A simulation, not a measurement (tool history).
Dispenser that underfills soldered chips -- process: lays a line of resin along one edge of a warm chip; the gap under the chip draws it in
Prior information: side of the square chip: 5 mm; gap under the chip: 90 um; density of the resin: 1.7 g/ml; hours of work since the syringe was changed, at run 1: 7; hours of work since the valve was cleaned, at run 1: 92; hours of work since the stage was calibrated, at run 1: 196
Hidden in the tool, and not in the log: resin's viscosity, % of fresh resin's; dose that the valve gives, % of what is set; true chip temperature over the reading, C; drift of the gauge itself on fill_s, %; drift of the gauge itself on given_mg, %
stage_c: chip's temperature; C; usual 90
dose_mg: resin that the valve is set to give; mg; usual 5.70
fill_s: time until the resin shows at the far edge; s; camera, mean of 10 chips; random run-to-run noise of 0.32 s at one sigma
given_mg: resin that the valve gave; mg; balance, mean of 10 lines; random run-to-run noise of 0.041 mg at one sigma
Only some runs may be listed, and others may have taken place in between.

| run | day | stage_c | dose_mg | hours of work since the syringe was changed | hours of work since the valve was cleaned | hours of work since the stage was calibrated | fill_s | given_mg |
|---|---|---|---|---|---|---|---|---|
| 1 | 0.000 | 90 | 5.70 | 7 | 92 | 196 | 13.9 | 5.54 |
|  | 0.238 | new syringe of resin |
| 2 | 0.325 | 90 | 5.70 | 1 | 97 | 201 | 10.5 | 5.51 |
| 3 | 0.617 | 90 | 5.70 | 6 | 101 | 206 | 13.8 | 5.48 |
| 4 | 0.825 | 90 | 5.62 | 10 | 105 | 209 | 15.3 | 5.41 |
|  | 0.925 | new syringe of resin |
| 5 | 1.038 | 90 | 5.62 | 2 | 108 | 213 | 10.9 | 5.40 |
| 6 | 1.304 | 90 | 4.90 | 6 | 112 | 217 | 12.9 | 4.70 |
|  | 1.642 | new syringe of resin |
| 7 | 1.725 | 90 | 4.90 | 1 | 119 | 224 | 10.8 | 4.72 |
| 8 | 2.000 | 90 | 4.90 | 6 | 124 | 228 | 13.4 | 4.71 |
|  | 2.317 | new syringe of resin |
| 9 | 2.396 | 90 | 5.70 | 1 | 130 | 234 | 10.8 | 5.46 |
| 10 | 2.671 | 90 | 5.70 | 6 | 134 | 239 | 12.6 | 5.42 |
| 11 | 2.892 | 90 | 5.29 | 9 | 138 | 243 | 15.3 | 5.02 |
|  | 3.017 | dispensing valve cleaned and set on the balance |
|  | 3.046 | new syringe of resin |
| 12 | 3.246 | 90 | 5.29 | 3 | 4 | 248 | 11.4 | 5.24 |
| 13 | 3.617 | 90 | 5.29 | 9 | 10 | 254 | 15.1 | 5.24 |
|  | 3.729 | new syringe of resin |
| 14 | 4.054 | 90 | 5.29 | 5 | 17 | 261 | 12.6 | 5.26 |
| 15 | 4.338 | 90 | 4.94 | 10 | 21 | 265 | 16.0 | 4.88 |
|  | 4.404 | new syringe of resin |
| 16 | 4.558 | 96 | 4.87 | 2 | 25 | 269 | 9.8 | 4.80 |
| 17 | 4.833 | 98 | 5.69 | 7 | 29 | 273 | 11.0 | 5.65 |
|  | 5.096 | new syringe of resin |
| 18 | 5.104 | 98 | 5.69 | 0 | 33 | 277 | 7.9 | 5.66 |
| 19 | 5.371 | 90 | 6.05 | 5 | 38 | 282 | 12.0 | 5.92 |
| 20 | 5.550 | 95 | 7.33 | 7 | 41 | 285 | 11.7 | 7.24 |
|  | 5.788 | new syringe of resin |
| 21 | 5.875 | 105 | 4.93 | 1 | 46 | 290 | 7.2 | 4.82 |
| 22 | 6.217 | 105 | 4.93 | 7 | 51 | 295 | 9.2 | 4.86 |
|  | 6.462 | new syringe of resin |
| 23 | 6.621 | 105 | 6.70 | 3 | 58 | 302 | 7.1 | 6.46 |
| 24 | 6.921 | 92 | 6.15 | 7 | 63 | 307 | 13.1 | 6.05 |

Predict each of these 5 candidate next runs independently; none follows another, all start after run 24:
|  | 7.154 | new syringe of resin |
| A | 7.171 | 75 | 6.01 | 0 | 67 | 311 | ? | ? |
|  | 7.154 | new syringe of resin |
| B | 7.171 | 102 | 5.70 | 0 | 67 | 311 | ? | ? |
|  | 7.154 | new syringe of resin |
| C | 7.171 | 94 | 5.63 | 0 | 67 | 311 | ? | ? |
|  | 7.154 | new syringe of resin |
| D | 7.171 | 84 | 5.70 | 0 | 67 | 311 | ? | ? |
|  | 7.154 | new syringe of resin |
| E | 7.171 | 78 | 5.17 | 0 | 67 | 311 | ? | ? |

| run | fill_s | given_mg |
|---|---|---|
| A | 15.5 | 5.90 |
| B | 7.6 | 5.63 |
| C | 8.9 | 5.43 |
| D | 12.1 | 5.51 |
| E | 14.3 | 5.02 |
Had the tool no hidden state, the same runs would have come out as:
| run | fill_s | given_mg |
|---|---|---|
| A | 16.1 | 6.06 |
| B | 7.8 | 5.78 |
| C | 9.2 | 5.58 |
| D | 12.5 | 5.65 |
| E | 14.8 | 5.15 |
